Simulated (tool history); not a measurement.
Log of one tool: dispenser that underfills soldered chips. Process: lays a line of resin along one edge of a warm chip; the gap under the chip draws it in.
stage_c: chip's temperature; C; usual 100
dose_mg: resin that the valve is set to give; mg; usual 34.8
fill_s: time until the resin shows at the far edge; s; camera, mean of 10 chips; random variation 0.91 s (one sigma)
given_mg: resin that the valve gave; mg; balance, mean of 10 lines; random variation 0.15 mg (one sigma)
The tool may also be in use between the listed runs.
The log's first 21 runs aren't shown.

-- hour=68.6 new syringe of resin
run 22 hour=70.4 | stage_c=86 dose_mg=30.2 | fill_s=163.7 given_mg=29.25
run 23 hour=75.0 | stage_c=86 dose_mg=30.2 | fill_s=182.8 given_mg=28.98
run 24 hour=78.0 | stage_c=110 dose_mg=37.8 | fill_s=77.7 given_mg=36.51
-- hour=80.3 new syringe of resin
run 25 hour=82.1 | stage_c=110 dose_mg=37.8 | fill_s=63.4 given_mg=36.44
run 26 hour=84.3 | stage_c=95 dose_mg=34.2 | fill_s=118.8 given_mg=32.45
run 27 hour=87.8 | stage_c=113 dose_mg=35.8 | fill_s=66.4 given_mg=34.32
-- hour=92.0 new syringe of resin
run 28 hour=92.9 | stage_c=97 dose_mg=42.5 | fill_s=99.3 given_mg=40.16
run 29 hour=96.6 | stage_c=97 dose_mg=42.5 | fill_s=109.4 given_mg=40.43
run 30 hour=99.2 | stage_c=86 dose_mg=43.1 | fill_s=183.5 given_mg=40.50
run 31 hour=102.0 | stage_c=94 dose_mg=39.7 | fill_s=142.3 given_mg=37.88
-- hour=103.6 new syringe of resin
run 32 hour=104.7 | stage_c=93 dose_mg=39.7 | fill_s=117.2 given_mg=37.49
run 33 hour=107.9 | stage_c=93 dose_mg=39.7 | fill_s=128.4 given_mg=37.23
run 34 hour=112.5 | stage_c=104 dose_mg=39.9 | fill_s=95.0 given_mg=37.34
-- hour=115.1 new syringe of resin
run 35 hour=116.6 | stage_c=100 dose_mg=41.2 | fill_s=93.2 given_mg=38.72
run 36 hour=119.0 | stage_c=109 dose_mg=44.8 | fill_s=70.5 given_mg=41.82
run 37 hour=121.3 | stage_c=90 dose_mg=29.9 | fill_s=160.0 given_mg=27.92

Forecast each of these 3 alternatives for the next run:
run A hour=125.3 | stage_c=100 dose_mg=41.0 | fill_s=? given_mg=?
run B hour=125.3 | stage_c=101 dose_mg=42.6 | fill_s=? given_mg=?
run C hour=125.3 | stage_c=107 dose_mg=39.4 | fill_s=? given_mg=?

run=A fill_s=116.3 given_mg=38.18
run=B fill_s=113.8 given_mg=39.58
run=C fill_s=90.9 given_mg=36.48
Without the tool's hidden state the same runs would have given:
run=A fill_s=85.6 given_mg=41.08
run=B fill_s=83.8 given_mg=42.59
run=C fill_s=67.0 given_mg=39.25
